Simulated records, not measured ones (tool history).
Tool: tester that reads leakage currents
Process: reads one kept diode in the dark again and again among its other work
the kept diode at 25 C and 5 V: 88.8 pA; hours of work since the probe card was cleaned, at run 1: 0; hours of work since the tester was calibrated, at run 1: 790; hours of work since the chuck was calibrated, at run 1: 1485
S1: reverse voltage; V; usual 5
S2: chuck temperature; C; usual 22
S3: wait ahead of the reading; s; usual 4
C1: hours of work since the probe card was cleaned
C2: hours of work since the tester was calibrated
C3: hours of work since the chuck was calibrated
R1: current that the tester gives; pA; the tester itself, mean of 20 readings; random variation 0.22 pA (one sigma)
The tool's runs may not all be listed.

run    hour     S1  S2    S3    C1    C2    C3      R1
  1       0      5  22     4     0   790  1485    78.9
  2      89      5  22     4    69   859  1555   79.42
  3   180.1      5  22  3.81   140   930  1625   80.09
  4   268.6      5  22  3.81   209   999  1694   80.78
  5   331.6   1.99  22     4   258  1047  1743   56.43
  6   371.7      5  22  2.34   289  1079  1774   81.81
  7   454.8      5  22  2.34   353  1143  1839    82.4
  8     527      5  22  2.34   410  1199  1895    83.3
  9   570.6      5  22  2.34   443  1233  1929   83.04
 10   651.7      5  22  2.34   507  1296  1992   84.11
 11   705.1      5  22  2.34   548  1338  2033   83.65
      775.2  -- chuck's temperature calibrated
 12   796.5      5  48     4   617  1407    17  471.72
 13     886      5  22  0.33   687  1477    86   76.02
 14   961.8      5  22  0.33   746  1536   145   76.37
 15  1031.7   5.41  33     4   800  1590   199  172.62
 16  1095.8   5.41  33     4   850  1640   249  174.49
 17  1157.8      5  28     4   898  1688   297  117.06
 18  1196.4    3.4  29  0.52   928  1718   327  109.38
 19    1243    3.4  29  0.52   964  1754   364  109.71
 20  1317.4    3.4  29  0.52  1022  1812   421  111.14
 21  1357.1  15.78  38  3.52  1053  1843   452  389.89
 22  1436.7  15.78  38  3.52  1115  1905   514  389.13
 23  1487.3   2.73  28     4  1154  1944   553   93.96

How the hidden state differs across the entries between the runs, from the last listed run before each to the first after it:
Between runs 11 and 12: chuck's temperature calibrated (hour 775.2)
  stray current of the dirty probe card, pA a volt: 0.376 -> 0.422; current scale over the true one, %: -0.26 -> -0.27; true chuck temperature over the reading, C: 1.97 -> -0.02
  measured less the result without the state, R1: +13.37 -> +0.13 pA

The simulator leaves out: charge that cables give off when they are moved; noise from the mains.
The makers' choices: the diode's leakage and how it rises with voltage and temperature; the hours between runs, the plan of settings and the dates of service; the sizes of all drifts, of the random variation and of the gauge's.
